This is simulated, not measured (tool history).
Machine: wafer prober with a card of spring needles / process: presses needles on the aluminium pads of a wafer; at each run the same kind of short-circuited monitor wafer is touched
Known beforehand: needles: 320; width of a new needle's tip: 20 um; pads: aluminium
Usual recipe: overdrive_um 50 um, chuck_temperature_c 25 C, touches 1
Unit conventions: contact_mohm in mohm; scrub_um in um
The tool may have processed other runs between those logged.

| run | hour | overdrive_um | chuck_temperature_c | touches | contact_mohm | scrub_um |
|---|---|---|---|---|---|---|
| 1 | 0 | 50 | 25 | 1 | 152 | 12.97 |
|  | 3.1 | tips cleaned on abrasive film |
|  | 7 | tips cleaned on abrasive film |
|  | 10.9 | tips cleaned on abrasive film |
|  | 14 | tips cleaned on abrasive film |
|  | 17.9 | tips cleaned on abrasive film |
|  | 21.8 | tips cleaned on abrasive film |
|  | 25.7 | tips cleaned on abrasive film |
|  | 29.6 | tips cleaned on abrasive film |
|  | 32.7 | tips cleaned on abrasive film |
|  | 36.6 | tips cleaned on abrasive film |
|  | 39.8 | tips cleaned on abrasive film |
|  | 43.7 | tips cleaned on abrasive film |
|  | 47.5 | tips cleaned on abrasive film |
|  | 51.4 | tips cleaned on abrasive film |
|  | 55.3 | tips cleaned on abrasive film |
|  | 59.2 | tips cleaned on abrasive film |
|  | 62.4 | tips cleaned on abrasive film |
|  | 66.2 | tips cleaned on abrasive film |
|  | 70.1 | tips cleaned on abrasive film |
|  | 73.3 | tips cleaned on abrasive film |
|  | 77.1 | tips cleaned on abrasive film |
| 2 | 77.1 | 50 | 25 | 1 | 155 | 13 |
|  | 80.9 | tips cleaned on abrasive film |
|  | 84.8 | tips cleaned on abrasive film |
|  | 88.7 | tips cleaned on abrasive film |
|  | 92.6 | tips cleaned on abrasive film |
|  | 96.5 | tips cleaned on abrasive film |
|  | 100.4 | tips cleaned on abrasive film |
|  | 104.3 | tips cleaned on abrasive film |
|  | 107.4 | tips cleaned on abrasive film |
|  | 110.6 | tips cleaned on abrasive film |
|  | 114.4 | tips cleaned on abrasive film |
|  | 118.3 | tips cleaned on abrasive film |
|  | 122.2 | tips cleaned on abrasive film |
|  | 125.4 | tips cleaned on abrasive film |
|  | 129.3 | tips cleaned on abrasive film |
|  | 130.3 | height of the first contact set anew |
|  | 132.7 | tips cleaned on abrasive film |
|  | 136.6 | tips cleaned on abrasive film |
|  | 140.5 | tips cleaned on abrasive film |
|  | 144.4 | tips cleaned on abrasive film |
|  | 148.2 | tips cleaned on abrasive film |
|  | 152.1 | tips cleaned on abrasive film |
| 3 | 152.2 | 50 | 25 | 1 | 154 | 12.98 |
|  | 155.3 | tips cleaned on abrasive film |
|  | 158.4 | tips cleaned on abrasive film |
|  | 162.3 | tips cleaned on abrasive film |
|  | 166.2 | tips cleaned on abrasive film |
|  | 170.1 | tips cleaned on abrasive film |
|  | 174 | tips cleaned on abrasive film |
|  | 177.9 | tips cleaned on abrasive film |
|  | 181.8 | tips cleaned on abrasive film |
|  | 185.7 | tips cleaned on abrasive film |
|  | 189.6 | tips cleaned on abrasive film |
|  | 192.7 | tips cleaned on abrasive film |
|  | 196.6 | tips cleaned on abrasive film |
|  | 200.5 | tips cleaned on abrasive film |
|  | 204.4 | tips cleaned on abrasive film |
| 4 | 204.5 | 50 | 25 | 1 | 151 | 12.98 |
|  | 207.6 | tips cleaned on abrasive film |
|  | 211.5 | tips cleaned on abrasive film |
|  | 215.4 | tips cleaned on abrasive film |
|  | 219.3 | tips cleaned on abrasive film |
|  | 223.2 | tips cleaned on abrasive film |
|  | 227 | tips cleaned on abrasive film |
|  | 230.9 | tips cleaned on abrasive film |
|  | 234.8 | tips cleaned on abrasive film |
|  | 238 | tips cleaned on abrasive film |
|  | 241.9 | tips cleaned on abrasive film |
|  | 245 | tips cleaned on abrasive film |
|  | 248.9 | tips cleaned on abrasive film |
|  | 252 | tips cleaned on abrasive film |
|  | 255.9 | tips cleaned on abrasive film |
| 5 | 258.4 | 50 | 25 | 1 | 154 | 13.01 |
|  | 259.2 | tips cleaned on abrasive film |
|  | 263.1 | tips cleaned on abrasive film |
|  | 267 | tips cleaned on abrasive film |
|  | 268.1 | height of the first contact set anew |
|  | 271.2 | tips cleaned on abrasive film |
|  | 274.3 | tips cleaned on abrasive film |
|  | 278.2 | tips cleaned on abrasive film |
|  | 281.3 | tips cleaned on abrasive film |
|  | 285.2 | tips cleaned on abrasive film |
|  | 289.1 | tips cleaned on abrasive film |
|  | 293 | tips cleaned on abrasive film |
|  | 296.9 | tips cleaned on abrasive film |
|  | 300.8 | tips cleaned on abrasive film |
|  | 304.7 | tips cleaned on abrasive film |
|  | 307.8 | tips cleaned on abrasive film |
|  | 311.7 | tips cleaned on abrasive film |
|  | 315.6 | tips cleaned on abrasive film |
|  | 319.5 | tips cleaned on abrasive film |
|  | 323.4 | tips cleaned on abrasive film |
|  | 326.5 | tips cleaned on abrasive film |
|  | 330.4 | tips cleaned on abrasive film |
| 6 | 333.3 | 50 | 120 | 1 | 173 | 12.98 |
|  | 334.2 | tips cleaned on abrasive film |
|  | 338.1 | tips cleaned on abrasive film |
|  | 342 | tips cleaned on abrasive film |
|  | 345.1 | tips cleaned on abrasive film |
|  | 349 | tips cleaned on abrasive film |
|  | 352.1 | tips cleaned on abrasive film |
|  | 356 | tips cleaned on abrasive film |
|  | 359.9 | tips cleaned on abrasive film |
|  | 363.8 | tips cleaned on abrasive film |
|  | 367.7 | tips cleaned on abrasive film |
|  | 371.6 | tips cleaned on abrasive film |
|  | 375.5 | tips cleaned on abrasive film |
|  | 379.4 | tips cleaned on abrasive film |
|  | 383.2 | tips cleaned on abrasive film |
|  | 386.4 | tips cleaned on abrasive film |
|  | 390.3 | tips cleaned on abrasive film |
|  | 394.2 | tips cleaned on abrasive film |
| 7 | 396.4 | 50 | 120 | 1 | 171 | 13 |
|  | 398 | tips cleaned on abrasive film |
|  | 401.9 | tips cleaned on abrasive film |
|  | 405.3 | height of the first contact set anew |
|  | 406.1 | tips cleaned on abrasive film |
|  | 410 | tips cleaned on abrasive film |
|  | 413.9 | tips cleaned on abrasive film |
|  | 417 | tips cleaned on abrasive film |
|  | 420.9 | tips cleaned on abrasive film |
|  | 424.8 | tips cleaned on abrasive film |
|  | 428.7 | tips cleaned on abrasive film |
|  | 432 | tips cleaned on abrasive film |
| 8 | 432 | 50 | 88 | 2 | 169 | 12.97 |
|  | 435.9 | tips cleaned on abrasive film |
|  | 439.8 | tips cleaned on abrasive film |
|  | 443.7 | tips cleaned on abrasive film |
|  | 447.6 | tips cleaned on abrasive film |
|  | 451.5 | tips cleaned on abrasive film |
|  | 454.6 | tips cleaned on abrasive film |
|  | 458.5 | tips cleaned on abrasive film |
|  | 462.4 | tips cleaned on abrasive film |
|  | 466.3 | tips cleaned on abrasive film |
| 9 | 468.6 | 63 | 63 | 1 | 158 | 16.35 |
|  | 469.5 | tips cleaned on abrasive film |
|  | 473.4 | tips cleaned on abrasive film |
|  | 477.3 | tips cleaned on abrasive film |
|  | 481.2 | tips cleaned on abrasive film |
|  | 485.1 | tips cleaned on abrasive film |
|  | 488.2 | tips cleaned on abrasive film |
|  | 492.1 | tips cleaned on abrasive film |
|  | 495.2 | tips cleaned on abrasive film |
|  | 499.1 | tips cleaned on abrasive film |
|  | 503 | tips cleaned on abrasive film |
|  | 506.9 | tips cleaned on abrasive film |
|  | 518.9 | card fitted with new needles |
|  | 522.8 | tips cleaned on abrasive film |
|  | 526.7 | tips cleaned on abrasive film |
|  | 530.6 | tips cleaned on abrasive film |
| 10 | 532 | 63 | 63 | 1 | 157 | 16.35 |
|  | 534.4 | tips cleaned on abrasive film |
|  | 538.3 | tips cleaned on abrasive film |
|  | 542.1 | tips cleaned on abrasive film |
|  | 546 | tips cleaned on abrasive film |
|  | 549.9 | tips cleaned on abrasive film |
|  | 553.8 | tips cleaned on abrasive film |
|  | 557.7 | tips cleaned on abrasive film |
|  | 561.6 | tips cleaned on abrasive film |
|  | 565.5 | tips cleaned on abrasive film |
|  | 568.6 | tips cleaned on abrasive film |
|  | 572.5 | tips cleaned on abrasive film |
|  | 576.4 | tips cleaned on abrasive film |
|  | 580.3 | tips cleaned on abrasive film |
|  | 584.2 | tips cleaned on abrasive film |
|  | 588.1 | tips cleaned on abrasive film |
|  | 592 | tips cleaned on abrasive film |
|  | 595.1 | tips cleaned on abrasive film |
|  | 599 | tips cleaned on abrasive film |
| 11 | 601.2 | 39 | 30 | 1 | 160 | 10.1 |
|  | 602.8 | tips cleaned on abrasive film |
|  | 606.7 | tips cleaned on abrasive film |
|  | 610.6 | tips cleaned on abrasive film |
|  | 614.5 | tips cleaned on abrasive film |
|  | 618.4 | tips cleaned on abrasive film |
|  | 621.5 | tips cleaned on abrasive film |
|  | 625.4 | tips cleaned on abrasive film |
|  | 629.3 | tips cleaned on abrasive film |
|  | 633.2 | tips cleaned on abrasive film |
|  | 637.1 | tips cleaned on abrasive film |
|  | 640.2 | tips cleaned on abrasive film |
|  | 644.1 | tips cleaned on abrasive film |
| 12 | 647.1 | 39 | 30 | 1 | 163 | 10.16 |
|  | 647.9 | tips cleaned on abrasive film |
|  | 651.8 | tips cleaned on abrasive film |
|  | 655.7 | tips cleaned on abrasive film |
|  | 656 | height of the first contact set anew |
|  | 659.9 | tips cleaned on abrasive film |
|  | 663.8 | tips cleaned on abrasive film |
|  | 667.7 | tips cleaned on abrasive film |
|  | 671.6 | tips cleaned on abrasive film |
|  | 675.5 | tips cleaned on abrasive film |
|  | 679.4 | tips cleaned on abrasive film |
|  | 683.3 | tips cleaned on abrasive film |
| 13 | 683.4 | 46 | 55 | 1 | 162 | 11.93 |

Forecast each of these 3 alternatives for the next run:
|  | 686.6 | tips cleaned on abrasive film |
|  | 690.5 | tips cleaned on abrasive film |
|  | 694.4 | tips cleaned on abrasive film |
|  | 697.5 | tips cleaned on abrasive film |
|  | 701.4 | tips cleaned on abrasive film |
|  | 705.3 | tips cleaned on abrasive film |
|  | 708.4 | tips cleaned on abrasive film |
|  | 712.3 | tips cleaned on abrasive film |
|  | 716.2 | tips cleaned on abrasive film |
|  | 720.1 | tips cleaned on abrasive film |
|  | 724 | tips cleaned on abrasive film |
|  | 727.1 | tips cleaned on abrasive film |
|  | 731 | tips cleaned on abrasive film |
|  | 734.9 | tips cleaned on abrasive film |
|  | 738.8 | tips cleaned on abrasive film |
| A | 740.2 | 50 | 87 | 1 | ? | ? |
|  | 686.6 | tips cleaned on abrasive film |
|  | 690.5 | tips cleaned on abrasive film |
|  | 694.4 | tips cleaned on abrasive film |
|  | 697.5 | tips cleaned on abrasive film |
|  | 701.4 | tips cleaned on abrasive film |
|  | 705.3 | tips cleaned on abrasive film |
|  | 708.4 | tips cleaned on abrasive film |
|  | 712.3 | tips cleaned on abrasive film |
|  | 716.2 | tips cleaned on abrasive film |
|  | 720.1 | tips cleaned on abrasive film |
|  | 724 | tips cleaned on abrasive film |
|  | 727.1 | tips cleaned on abrasive film |
|  | 731 | tips cleaned on abrasive film |
|  | 734.9 | tips cleaned on abrasive film |
|  | 738.8 | tips cleaned on abrasive film |
| B | 740.2 | 50 | 25 | 3 | ? | ? |
|  | 686.6 | tips cleaned on abrasive film |
|  | 690.5 | tips cleaned on abrasive film |
|  | 694.4 | tips cleaned on abrasive film |
|  | 697.5 | tips cleaned on abrasive film |
|  | 701.4 | tips cleaned on abrasive film |
|  | 705.3 | tips cleaned on abrasive film |
|  | 708.4 | tips cleaned on abrasive film |
|  | 712.3 | tips cleaned on abrasive film |
|  | 716.2 | tips cleaned on abrasive film |
|  | 720.1 | tips cleaned on abrasive film |
|  | 724 | tips cleaned on abrasive film |
|  | 727.1 | tips cleaned on abrasive film |
|  | 731 | tips cleaned on abrasive film |
|  | 734.9 | tips cleaned on abrasive film |
|  | 738.8 | tips cleaned on abrasive film |
| C | 740.2 | 52 | 40 | 2 | ? | ? |

| run | contact_mohm | scrub_um |
|---|---|---|
| A | 168 | 12.98 |
| B | 155 | 12.97 |
| C | 155 | 13.48 |
With no hidden state in the tool, these same runs would have given:
| run | contact_mohm | scrub_um |
|---|---|---|
| A | 168 | 12.98 |
| B | 155 | 12.97 |
| C | 155 | 13.48 |

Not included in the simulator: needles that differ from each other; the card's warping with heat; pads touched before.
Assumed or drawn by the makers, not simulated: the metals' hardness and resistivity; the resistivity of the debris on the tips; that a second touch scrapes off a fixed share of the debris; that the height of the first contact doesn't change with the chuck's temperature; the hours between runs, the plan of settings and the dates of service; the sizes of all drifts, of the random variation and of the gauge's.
